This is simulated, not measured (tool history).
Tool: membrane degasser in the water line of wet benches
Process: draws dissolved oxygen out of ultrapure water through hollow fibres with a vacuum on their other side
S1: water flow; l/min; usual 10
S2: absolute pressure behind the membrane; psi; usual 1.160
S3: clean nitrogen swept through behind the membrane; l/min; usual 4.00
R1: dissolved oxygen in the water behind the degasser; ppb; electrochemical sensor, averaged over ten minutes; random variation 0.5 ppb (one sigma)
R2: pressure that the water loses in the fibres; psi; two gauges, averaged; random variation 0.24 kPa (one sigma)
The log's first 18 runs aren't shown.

run	hour	S1	S2	S3	R1	R2
19	898.2	12	1.466	7.02	45.4	10.652
20	936.4	10	0.960	8.49	20.8	9.026
21	966.8	8	0.891	3.96	20.7	7.127
22	1021.3	12	2.460	2.90	153.4	10.721
23	1066.8	12	1.160	9.51	31.5	10.747
24	1109.2	12	1.160	9.51	30.6	10.815
25	1173.0	12	1.160	3.31	59.4	10.836
26	1231.8	12	1.160	3.31	59.1	10.794
27	1266.4	11	1.160	6.28	33.7	9.963

The next listed run, before its measurement:
28	1299.9	10	1.404	4.00	?	?

R1: 50.4 ppb
R2: 9.021 psi
Without the tool's hidden state the same run would have given R1 50.3 ppb, R2 8.810 psi.
